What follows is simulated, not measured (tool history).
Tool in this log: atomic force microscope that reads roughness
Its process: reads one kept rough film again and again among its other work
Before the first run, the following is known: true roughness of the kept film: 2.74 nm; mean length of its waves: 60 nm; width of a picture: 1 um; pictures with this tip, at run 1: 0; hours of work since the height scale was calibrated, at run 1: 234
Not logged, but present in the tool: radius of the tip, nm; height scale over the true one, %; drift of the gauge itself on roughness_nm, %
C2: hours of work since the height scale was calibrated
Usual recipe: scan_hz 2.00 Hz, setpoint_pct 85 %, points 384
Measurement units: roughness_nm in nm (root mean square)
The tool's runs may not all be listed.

{"run": 1, "hour": 0.0, "scan_hz": 2.0, "setpoint_pct": 85, "points": 384, "pictures with this tip": 0, "C2": 234, "roughness_nm": 2.134}
{"run": 2, "hour": 16.0, "scan_hz": 2.0, "setpoint_pct": 85, "points": 384, "pictures with this tip": 20, "C2": 242, "roughness_nm": 2.127}
{"run": 3, "hour": 31.3, "scan_hz": 2.0, "setpoint_pct": 85, "points": 384, "pictures with this tip": 40, "C2": 250, "roughness_nm": 2.099}
{"run": 4, "hour": 58.0, "scan_hz": 2.0, "setpoint_pct": 88, "points": 384, "pictures with this tip": 74, "C2": 263, "roughness_nm": 2.022}
{"run": 5, "hour": 83.2, "scan_hz": 2.0, "setpoint_pct": 88, "points": 384, "pictures with this tip": 106, "C2": 276, "roughness_nm": 1.999}
{"run": 6, "hour": 113.2, "scan_hz": 2.0, "setpoint_pct": 88, "points": 384, "pictures with this tip": 144, "C2": 290, "roughness_nm": 2.004}
{"run": 7, "hour": 147.3, "scan_hz": 2.0, "setpoint_pct": 85, "points": 384, "pictures with this tip": 187, "C2": 307, "roughness_nm": 2.024}
{"hour": 164.9, "done": "new tip fitted"}
{"run": 8, "hour": 170.6, "scan_hz": 2.0, "setpoint_pct": 85, "points": 473, "pictures with this tip": 7, "C2": 319, "roughness_nm": 2.098}
{"run": 9, "hour": 206.9, "scan_hz": 2.0, "setpoint_pct": 68, "points": 384, "pictures with this tip": 53, "C2": 337, "roughness_nm": 2.373}
{"run": 10, "hour": 235.3, "scan_hz": 2.0, "setpoint_pct": 68, "points": 809, "pictures with this tip": 89, "C2": 351, "roughness_nm": 2.366}
{"run": 11, "hour": 258.5, "scan_hz": 2.0, "setpoint_pct": 72, "points": 384, "pictures with this tip": 118, "C2": 362, "roughness_nm": 2.303}
{"run": 12, "hour": 291.1, "scan_hz": 2.0, "setpoint_pct": 72, "points": 384, "pictures with this tip": 160, "C2": 378, "roughness_nm": 2.272}
{"run": 13, "hour": 317.3, "scan_hz": 1.4, "setpoint_pct": 72, "points": 384, "pictures with this tip": 193, "C2": 391, "roughness_nm": 2.333}
{"hour": 332.1, "done": "new tip fitted"}
{"run": 14, "hour": 354.0, "scan_hz": 2.0, "setpoint_pct": 85, "points": 292, "pictures with this tip": 28, "C2": 409, "roughness_nm": 2.091}
{"hour": 357.4, "done": "height scale calibrated on a step standard"}
{"run": 15, "hour": 386.5, "scan_hz": 0.93, "setpoint_pct": 73, "points": 271, "pictures with this tip": 68, "C2": 14, "roughness_nm": 2.46}
{"run": 16, "hour": 404.1, "scan_hz": 2.08, "setpoint_pct": 73, "points": 258, "pictures with this tip": 90, "C2": 23, "roughness_nm": 2.258}
{"run": 17, "hour": 424.3, "scan_hz": 2.08, "setpoint_pct": 73, "points": 258, "pictures with this tip": 116, "C2": 33, "roughness_nm": 2.263}
{"run": 18, "hour": 448.7, "scan_hz": 2.0, "setpoint_pct": 75, "points": 384, "pictures with this tip": 147, "C2": 45, "roughness_nm": 2.217}
{"run": 19, "hour": 476.0, "scan_hz": 2.0, "setpoint_pct": 68, "points": 384, "pictures with this tip": 181, "C2": 59, "roughness_nm": 2.303}
{"run": 20, "hour": 495.4, "scan_hz": 2.7, "setpoint_pct": 85, "points": 384, "pictures with this tip": 206, "C2": 68, "roughness_nm": 1.888}
{"hour": 498.8, "done": "new tip fitted"}
{"run": 21, "hour": 522.8, "scan_hz": 3.33, "setpoint_pct": 67, "points": 331, "pictures with this tip": 31, "C2": 82, "roughness_nm": 2.267}
{"hour": 531.8, "done": "height scale calibrated on a step standard, once more"}
{"run": 22, "hour": 557.6, "scan_hz": 3.33, "setpoint_pct": 67, "points": 331, "pictures with this tip": 74, "C2": 13, "roughness_nm": 2.268}
{"run": 23, "hour": 580.8, "scan_hz": 3.86, "setpoint_pct": 74, "points": 470, "pictures with this tip": 103, "C2": 24, "roughness_nm": 2.049}
{"run": 24, "hour": 615.5, "scan_hz": 3.43, "setpoint_pct": 58, "points": 654, "pictures with this tip": 147, "C2": 41, "roughness_nm": 2.373}
{"run": 25, "hour": 650.2, "scan_hz": 2.42, "setpoint_pct": 85, "points": 449, "pictures with this tip": 191, "C2": 59, "roughness_nm": 1.93}
{"hour": 665.6, "done": "new tip fitted"}
{"run": 26, "hour": 678.9, "scan_hz": 2.0, "setpoint_pct": 84, "points": 384, "pictures with this tip": 17, "C2": 73, "roughness_nm": 2.151}
{"run": 27, "hour": 713.9, "scan_hz": 2.0, "setpoint_pct": 84, "points": 384, "pictures with this tip": 61, "C2": 90, "roughness_nm": 2.14}
{"run": 28, "hour": 741.9, "scan_hz": 2.15, "setpoint_pct": 73, "points": 826, "pictures with this tip": 97, "C2": 104, "roughness_nm": 2.279}

3 options for the next run, each taken on its own from the tool as it stands now. Forecast them:
{"run": "A", "hour": 762.4, "scan_hz": 2.45, "setpoint_pct": 62, "points": 760, "pictures with this tip": 123, "C2": 114, "roughness_nm": "?"}
{"run": "B", "hour": 762.4, "scan_hz": 0.65, "setpoint_pct": 73, "points": 463, "pictures with this tip": 123, "C2": 114, "roughness_nm": "?"}
{"run": "C", "hour": 762.4, "scan_hz": 0.72, "setpoint_pct": 85, "points": 331, "pictures with this tip": 123, "C2": 114, "roughness_nm": "?"}

run=A roughness_nm=2.386
run=B roughness_nm=2.516
run=C roughness_nm=2.378
What these runs would have given with no unlogged condition in the tool:
run=A roughness_nm=2.459
run=B roughness_nm=2.593
run=C roughness_nm=2.451
